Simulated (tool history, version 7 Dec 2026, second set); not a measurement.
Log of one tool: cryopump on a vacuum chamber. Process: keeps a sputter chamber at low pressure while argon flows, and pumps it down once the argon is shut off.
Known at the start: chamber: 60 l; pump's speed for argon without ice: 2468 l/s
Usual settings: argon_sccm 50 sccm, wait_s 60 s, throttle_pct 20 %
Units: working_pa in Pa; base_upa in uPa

| run | hour | argon_sccm | wait_s | throttle_pct | working_pa | base_upa |
|---|---|---|---|---|---|---|
| 1 | 0 | 50 | 60 | 20 | 0.1749 | 1 |
| 2 | 25.2 | 50 | 60 | 24 | 0.1483 | 0.99 |
| 3 | 68.1 | 50 | 60 | 24 | 0.1477 | 1 |
| 4 | 87.6 | 50 | 60 | 24 | 0.1476 | 1.01 |
| 5 | 131.2 | 50 | 60 | 24 | 0.1471 | 1.03 |
| 6 | 160.7 | 50 | 60 | 24 | 0.1459 | 0.99 |
| 7 | 201.2 | 50 | 60 | 24 | 0.1479 | 1.02 |
| 8 | 225 | 50 | 60 | 49 | 0.0761 | 1.02 |
| 9 | 253.4 | 50 | 60 | 50 | 0.074 | 1.03 |
| 10 | 292.5 | 50 | 60 | 50 | 0.0735 | 1.07 |
| 11 | 325.8 | 50 | 38 | 20 | 0.1765 | 1.58 |
| 12 | 362.9 | 50 | 72 | 54 | 0.0692 | 0.91 |
| 13 | 396.1 | 74 | 217 | 16 | 0.3276 | 0.49 |
| 14 | 429.3 | 74 | 217 | 16 | 0.3269 | 0.44 |
| 15 | 473.5 | 33 | 44 | 36 | 0.0667 | 1.43 |
| 16 | 513.1 | 33 | 44 | 31 | 0.0782 | 1.45 |
| 17 | 548.3 | 62 | 60 | 20 | 0.2201 | 1.12 |

Run 18 comes next. What will it give?
| 18 | 586.2 | 46 | 53 | 16 | ? | ? |

{"run 18": {"working_pa": 0.2043, "base_upa": 1.26}}
Without the tool's hidden state the same run would have given working_pa 0.1969 Pa, base_upa 1.11 uPa.

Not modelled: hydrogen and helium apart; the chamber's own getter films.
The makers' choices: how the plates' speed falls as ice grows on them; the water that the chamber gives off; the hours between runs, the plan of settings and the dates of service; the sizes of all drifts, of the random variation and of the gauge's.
